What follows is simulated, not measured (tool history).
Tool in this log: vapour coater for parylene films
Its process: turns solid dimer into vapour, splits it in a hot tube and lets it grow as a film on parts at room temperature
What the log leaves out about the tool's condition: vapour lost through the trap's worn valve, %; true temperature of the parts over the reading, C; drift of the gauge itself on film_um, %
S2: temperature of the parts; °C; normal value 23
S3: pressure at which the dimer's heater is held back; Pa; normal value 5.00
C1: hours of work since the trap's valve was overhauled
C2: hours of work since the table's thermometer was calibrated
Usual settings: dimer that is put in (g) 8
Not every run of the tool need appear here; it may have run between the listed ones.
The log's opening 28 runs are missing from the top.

{"run": 29, "day": 15.008, "dimer that is put in (g)": 7, "S2": 32, "S3": 4.77, "C1": 51, "C2": 214, "thickness of the film (um)": 3.22}
{"run": 30, "day": 15.696, "dimer that is put in (g)": 10, "S2": 23, "S3": 2.02, "C1": 59, "C2": 222, "thickness of the film (um)": 6.14}
{"run": 31, "day": 16.021, "dimer that is put in (g)": 10, "S2": 23, "S3": 2.02, "C1": 63, "C2": 226, "thickness of the film (um)": 6.13}
{"run": 32, "day": 16.575, "dimer that is put in (g)": 10, "S2": 20, "S3": 8.4, "C1": 70, "C2": 233, "thickness of the film (um)": 5.54}
{"run": 33, "day": 17.133, "dimer that is put in (g)": 4, "S2": 23, "S3": 5.0, "C1": 77, "C2": 240, "thickness of the film (um)": 2.21}
{"run": 34, "day": 17.458, "dimer that is put in (g)": 8, "S2": 18, "S3": 10.7, "C1": 81, "C2": 244, "thickness of the film (um)": 4.46}
{"run": 35, "day": 17.929, "dimer that is put in (g)": 3, "S2": 23, "S3": 5.0, "C1": 86, "C2": 250, "thickness of the film (um)": 1.64}
{"run": 36, "day": 18.596, "dimer that is put in (g)": 3, "S2": 23, "S3": 5.0, "C1": 95, "C2": 258, "thickness of the film (um)": 1.67}
{"run": 37, "day": 19.246, "dimer that is put in (g)": 3, "S2": 23, "S3": 5.0, "C1": 102, "C2": 266, "thickness of the film (um)": 1.65}
{"run": 38, "day": 19.558, "dimer that is put in (g)": 11, "S2": 29, "S3": 2.2, "C1": 106, "C2": 269, "thickness of the film (um)": 5.87}

Predict each of these 4 candidate next runs independently; none follows another, all start after run 38:
{"run": "A", "day": 20.012, "dimer that is put in (g)": 11, "S2": 28, "S3": 2.2, "C1": 112, "C2": 275, "thickness of the film (um)": "?"}
{"run": "B", "day": 20.012, "dimer that is put in (g)": 8, "S2": 20, "S3": 3.88, "C1": 112, "C2": 275, "thickness of the film (um)": "?"}
{"run": "C", "day": 20.012, "dimer that is put in (g)": 11, "S2": 29, "S3": 2.63, "C1": 112, "C2": 275, "thickness of the film (um)": "?"}
{"run": "D", "day": 20.012, "dimer that is put in (g)": 8, "S2": 23, "S3": 8.96, "C1": 112, "C2": 275, "thickness of the film (um)": "?"}

run=A thickness_of_the_film_(um)=5.98
run=B thickness_of_the_film_(um)=4.87
run=C thickness_of_the_film_(um)=5.75
run=D thickness_of_the_film_(um)=4.14
With no hidden state in the tool, these same runs would have given:
run=A thickness_of_the_film_(um)=6.05
run=B thickness_of_the_film_(um)=4.93
run=C thickness_of_the_film_(um)=5.82
run=D thickness_of_the_film_(um)=4.19
